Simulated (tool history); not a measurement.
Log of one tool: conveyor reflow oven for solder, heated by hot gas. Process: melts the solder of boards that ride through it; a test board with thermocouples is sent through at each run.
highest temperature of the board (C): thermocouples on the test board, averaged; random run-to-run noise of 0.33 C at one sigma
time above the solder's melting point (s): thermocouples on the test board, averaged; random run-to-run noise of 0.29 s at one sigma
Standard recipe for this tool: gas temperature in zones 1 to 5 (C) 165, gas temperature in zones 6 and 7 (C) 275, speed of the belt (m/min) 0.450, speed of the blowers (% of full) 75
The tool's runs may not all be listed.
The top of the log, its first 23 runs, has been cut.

| run | hour | gas temperature in zones 1 to 5 (C) | gas temperature in zones 6 and 7 (C) | speed of the belt (m/min) | speed of the blowers (% of full) | hours of work since the flux was cleaned out | hours of work since the belt drive was overhauled | hours of work since the thermocouples were changed | highest temperature of the board (C) | time above the solder's melting point (s) |
|---|---|---|---|---|---|---|---|---|---|---|
| 24 | 556.3 | 151 | 282 | 0.377 | 53 | 27 | 1130 | 361 | 266.0 | 75.2 |
| 25 | 575.9 | 151 | 282 | 0.377 | 50 | 38 | 1142 | 372 | 265.1 | 73.6 |
| 26 | 602.8 | 165 | 268 | 0.450 | 75 | 53 | 1157 | 387 | 255.9 | 61.2 |
| 27 | 619.9 | 163 | 268 | 0.425 | 68 | 63 | 1167 | 397 | 255.5 | 63.4 |
| 28 | 653.0 | 169 | 288 | 0.450 | 75 | 82 | 1186 | 416 | 274.2 | 71.8 |
| 29 | 687.7 | 151 | 275 | 0.503 | 65 | 102 | 1206 | 436 | 252.7 | 46.9 |
| 30 | 713.9 | 165 | 275 | 0.478 | 81 | 117 | 1221 | 451 | 261.6 | 60.1 |
| 31 | 734.2 | 165 | 275 | 0.478 | 81 | 129 | 1232 | 463 | 261.4 | 60.7 |
| 32 | 759.4 | 165 | 275 | 0.478 | 81 | 143 | 1247 | 477 | 261.2 | 60.6 |

Forecast each of these 3 alternatives for the next run:
|  | 789.4 | belt drive overhauled, speed set with a stopwatch |
| A | 794.2 | 165 | 275 | 0.478 | 88 | 161 | 3 | 495 | ? | ? |
|  | 789.4 | belt drive overhauled, speed set with a stopwatch |
| B | 794.2 | 165 | 282 | 0.450 | 75 | 161 | 3 | 495 | ? | ? |
|  | 789.4 | belt drive overhauled, speed set with a stopwatch |
| C | 794.2 | 169 | 275 | 0.467 | 77 | 161 | 3 | 495 | ? | ? |

| run | highest temperature of the board (C) | time above the solder's melting point (s) |
|---|---|---|
| A | 261.3 | 59.8 |
| B | 267.8 | 66.6 |
| C | 260.9 | 61.6 |
Had the tool no hidden state, the same runs would have come out as:
| run | highest temperature of the board (C) | time above the solder's melting point (s) |
|---|---|---|
| A | 261.1 | 60.2 |
| B | 267.6 | 66.8 |
| C | 260.6 | 61.9 |
